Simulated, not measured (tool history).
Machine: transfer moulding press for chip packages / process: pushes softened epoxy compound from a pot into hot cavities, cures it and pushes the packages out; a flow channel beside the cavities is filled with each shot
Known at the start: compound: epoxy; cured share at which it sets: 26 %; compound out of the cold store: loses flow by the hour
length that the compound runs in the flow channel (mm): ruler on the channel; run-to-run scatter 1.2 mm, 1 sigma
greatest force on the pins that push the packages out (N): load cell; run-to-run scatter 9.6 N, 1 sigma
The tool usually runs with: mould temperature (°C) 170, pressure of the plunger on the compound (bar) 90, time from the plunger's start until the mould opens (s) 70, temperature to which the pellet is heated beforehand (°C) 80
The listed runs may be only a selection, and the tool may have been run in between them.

run,hour,mould temperature (°C),pressure of the plunger on the compound (bar),time from the plunger's start until the mould opens (s),temperature to which the pellet is heated beforehand (°C),incoming compound's hours out of the cold store,length that the compound runs in the flow channel (mm),greatest force on the pins that push the packages out (N)
1,0,170,90,70,80,47.7,760,444
2,15.9,170,90,70,80,24.8,841,575
# hour 27: cavities cleaned with cleaning compound and waxed
# hour 36: plunger's sealing rings changed
3,37.3,170,90,70,80,29.3,839,524
# hour 56.6: cavities cleaned with cleaning compound and waxed
4,57.5,170,90,70,80,45.7,779,453
5,77.7,170,90,70,80,26.4,847,593
# hour 83.4: cavities cleaned with cleaning compound and waxed
6,91.7,170,90,70,80,22,863,536
7,105.3,170,90,70,80,25.8,848,594
# hour 111.6: cavities cleaned with cleaning compound and waxed
8,115.3,177,90,70,80,16.8,864,371
9,127,170,90,65,80,18.7,872,704
10,136.5,170,90,65,80,39,796,732
# hour 139.4: cavities cleaned with cleaning compound and waxed
11,155.9,170,90,65,89,17.7,871,683
# hour 167.4: cavities cleaned with cleaning compound and waxed
12,173.4,170,90,65,89,45,772,552
13,184.5,170,90,65,89,17.7,868,650

Run 14 is up next; what results do you expect?
# hour 194.3: cavities cleaned with cleaning compound and waxed
14,202,170,90,65,89,17.2,?,?

{"run 14": {"length that the compound runs in the flow channel (mm)": 869, "greatest force on the pins that push the packages out (N)": 629}}
Were there no unlogged condition in the tool, this run, its random variation unchanged, would have produced length that the compound runs in the flow channel (mm) 884, greatest force on the pins that push the packages out (N) 529.

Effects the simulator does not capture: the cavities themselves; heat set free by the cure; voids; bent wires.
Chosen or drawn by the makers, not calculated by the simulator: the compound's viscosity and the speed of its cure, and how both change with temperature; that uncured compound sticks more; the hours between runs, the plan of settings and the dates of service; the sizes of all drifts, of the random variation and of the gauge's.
